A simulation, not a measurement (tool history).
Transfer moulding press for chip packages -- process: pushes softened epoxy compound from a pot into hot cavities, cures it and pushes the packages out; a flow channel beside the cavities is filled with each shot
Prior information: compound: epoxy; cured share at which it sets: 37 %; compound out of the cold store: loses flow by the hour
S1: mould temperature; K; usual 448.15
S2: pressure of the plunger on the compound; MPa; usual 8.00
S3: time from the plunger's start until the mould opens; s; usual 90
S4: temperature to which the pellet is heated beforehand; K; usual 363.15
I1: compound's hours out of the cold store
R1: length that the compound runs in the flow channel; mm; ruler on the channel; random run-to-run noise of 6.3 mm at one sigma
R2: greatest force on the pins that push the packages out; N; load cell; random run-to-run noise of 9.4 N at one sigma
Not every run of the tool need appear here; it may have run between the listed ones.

run 1 hour=0.0 | S1=448.15 S2=8.00 S3=90 S4=363.15 | I1=42.2 | R1=674 R2=653
-- hour=2.4 cavities cleaned with cleaning compound and waxed
run 2 hour=11.0 | S1=448.15 S2=8.00 S3=90 S4=363.15 | I1=35.6 | R1=691 R2=462
run 3 hour=17.7 | S1=448.15 S2=8.00 S3=90 S4=363.15 | I1=29.5 | R1=688 R2=507
run 4 hour=30.4 | S1=448.15 S2=8.00 S3=90 S4=363.15 | I1=28.0 | R1=689 R2=520
run 5 hour=37.2 | S1=448.15 S2=8.00 S3=90 S4=363.15 | I1=17.0 | R1=706 R2=541
run 6 hour=50.9 | S1=448.15 S2=8.00 S3=90 S4=363.15 | I1=30.2 | R1=693 R2=572
run 7 hour=64.8 | S1=444.15 S2=8.00 S3=72 S4=369.15 | I1=36.3 | R1=675 R2=1167
run 8 hour=72.8 | S1=444.15 S2=7.95 S3=72 S4=355.15 | I1=33.3 | R1=686 R2=1233
run 9 hour=86.8 | S1=444.15 S2=8.44 S3=72 S4=360.15 | I1=43.7 | R1=696 R2=1217
run 10 hour=95.8 | S1=448.15 S2=7.10 S3=98 S4=362.15 | I1=26.4 | R1=647 R2=602

Below, some changes in R1 between adjacent runs. For each, the amount present without the hidden state too (settings, incoming material, random variation) and the amount remaining for the hidden state with gauge scatter not shared by both compared results:
Hidden conditions of the tool in this case: true mould temperature over the reading, C; pressure that reaches the compound, % of what is set; grip of the stained cavities, % over clean ones'; drift of the gauge itself on flow_mm, %; drift of the gauge itself on push_out_n, %.
Run 8 -> 9: S2 7.95 -> 8.44, S4 355.15 -> 360.15. R1 +10 mm: hidden state -2, all else +12.
Run 9 -> 10: S1 444.15 -> 448.15, S2 8.44 -> 7.10, S3 72 -> 98, S4 360.15 -> 362.15. R1 -49 mm: hidden state +1, all else -50.
